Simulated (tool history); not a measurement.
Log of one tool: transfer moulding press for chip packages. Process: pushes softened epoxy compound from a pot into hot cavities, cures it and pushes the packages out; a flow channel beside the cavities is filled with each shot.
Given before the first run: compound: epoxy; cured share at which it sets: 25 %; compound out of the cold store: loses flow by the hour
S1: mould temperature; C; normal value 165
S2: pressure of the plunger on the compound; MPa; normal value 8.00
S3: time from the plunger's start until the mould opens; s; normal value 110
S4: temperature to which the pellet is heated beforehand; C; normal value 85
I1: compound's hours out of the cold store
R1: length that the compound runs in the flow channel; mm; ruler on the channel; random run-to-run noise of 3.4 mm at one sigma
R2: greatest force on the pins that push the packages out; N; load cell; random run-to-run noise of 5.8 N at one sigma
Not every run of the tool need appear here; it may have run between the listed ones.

run 1 hour=0.0 | S1=165 S2=8.00 S3=110 S4=85 | I1=9.6 | R1=719 R2=346
-- hour=27.1 cavities cleaned with cleaning compound and waxed
run 2 hour=29.1 | S1=165 S2=8.00 S3=110 S4=85 | I1=42.3 | R1=613 R2=407
run 3 hour=46.4 | S1=165 S2=8.00 S3=110 S4=85 | I1=12.9 | R1=696 R2=427
run 4 hour=62.0 | S1=165 S2=8.00 S3=110 S4=85 | I1=36.3 | R1=629 R2=434
run 5 hour=79.2 | S1=165 S2=8.00 S3=110 S4=81 | I1=44.3 | R1=601 R2=436
-- hour=91.1 cavities cleaned with cleaning compound and waxed
run 6 hour=102.2 | S1=163 S2=8.00 S3=110 S4=85 | I1=26.0 | R1=653 R2=267
run 7 hour=126.0 | S1=165 S2=8.00 S3=110 S4=88 | I1=9.5 | R1=695 R2=324
run 8 hour=141.0 | S1=165 S2=8.00 S3=110 S4=88 | I1=15.7 | R1=680 R2=342
-- hour=155.8 cavities cleaned with cleaning compound and waxed
run 9 hour=173.9 | S1=165 S2=8.00 S3=110 S4=88 | I1=36.2 | R1=622 R2=265
-- hour=202.6 cavities cleaned with cleaning compound and waxed, once more
run 10 hour=207.7 | S1=165 S2=8.00 S3=110 S4=85 | I1=22.4 | R1=653 R2=218
run 11 hour=236.8 | S1=165 S2=8.00 S3=110 S4=85 | I1=19.5 | R1=662 R2=313
run 12 hour=254.9 | S1=165 S2=8.00 S3=110 S4=85 | I1=37.4 | R1=620 R2=350
-- hour=266.7 cavities cleaned with cleaning compound and waxed
run 13 hour=283.4 | S1=173 S2=8.75 S3=117 S4=84 | I1=22.4 | R1=659 R2=241
run 14 hour=298.8 | S1=173 S2=8.75 S3=117 S4=84 | I1=33.1 | R1=631 R2=266
run 15 hour=320.8 | S1=173 S2=8.75 S3=117 S4=84 | I1=11.9 | R1=687 R2=322
-- hour=332.8 cavities cleaned with cleaning compound and waxed
run 16 hour=338.6 | S1=173 S2=8.75 S3=117 S4=84 | I1=10.7 | R1=693 R2=209
run 17 hour=364.1 | S1=173 S2=8.75 S3=117 S4=84 | I1=42.3 | R1=609 R2=277
-- hour=396.5 cavities cleaned with cleaning compound and waxed
run 18 hour=399.5 | S1=165 S2=7.08 S3=110 S4=85 | I1=37.7 | R1=565 R2=219
run 19 hour=416.6 | S1=165 S2=7.84 S3=148 S4=85 | I1=29.5 | R1=611 R2=242
run 20 hour=441.9 | S1=165 S2=7.84 S3=148 S4=85 | I1=29.3 | R1=611 R2=308
-- hour=446.9 plunger's sealing rings changed
run 21 hour=459.6 | S1=165 S2=7.84 S3=148 S4=85 | I1=12.4 | R1=696 R2=309
-- hour=464.0 cavities cleaned with cleaning compound and waxed
run 22 hour=483.4 | S1=165 S2=7.84 S3=148 S4=85 | I1=21.3 | R1=673 R2=241

Table of differences, measured result less the result of that run with no hidden state. Run-to-run variation is the same in both. Gauge scatter possibly is not:
The tool's hidden condition here consists of: true mould temperature over the reading, C; pressure that reaches the compound, % of what is set; grip of the stained cavities, % over clean ones'; drift of the gauge itself on flow_mm, %; drift of the gauge itself on push_out_n, %.
run=1 R1=-12 R2=+117
run=2 R1=-12 R2=+191
run=3 R1=-15 R2=+206
run=4 R1=-15 R2=+217
run=5 R1=-15 R2=+228
run=6 R1=-19 R2=+30
run=7 R1=-21 R2=+103
run=8 R1=-21 R2=+134
run=9 R1=-22 R2=+54
run=10 R1=-26 R2=+11
run=11 R1=-29 R2=+101
run=12 R1=-28 R2=+137
run=13 R1=-32 R2=+53
run=14 R1=-31 R2=+90
run=15 R1=-36 R2=+136
run=16 R1=-38 R2=+25
run=17 R1=-35 R2=+96
run=18 R1=-35 R2=+4
run=19 R1=-39 R2=+63
run=20 R1=-41 R2=+120
run=21 R1=-6 R2=+138
run=22 R1=-8 R2=+61

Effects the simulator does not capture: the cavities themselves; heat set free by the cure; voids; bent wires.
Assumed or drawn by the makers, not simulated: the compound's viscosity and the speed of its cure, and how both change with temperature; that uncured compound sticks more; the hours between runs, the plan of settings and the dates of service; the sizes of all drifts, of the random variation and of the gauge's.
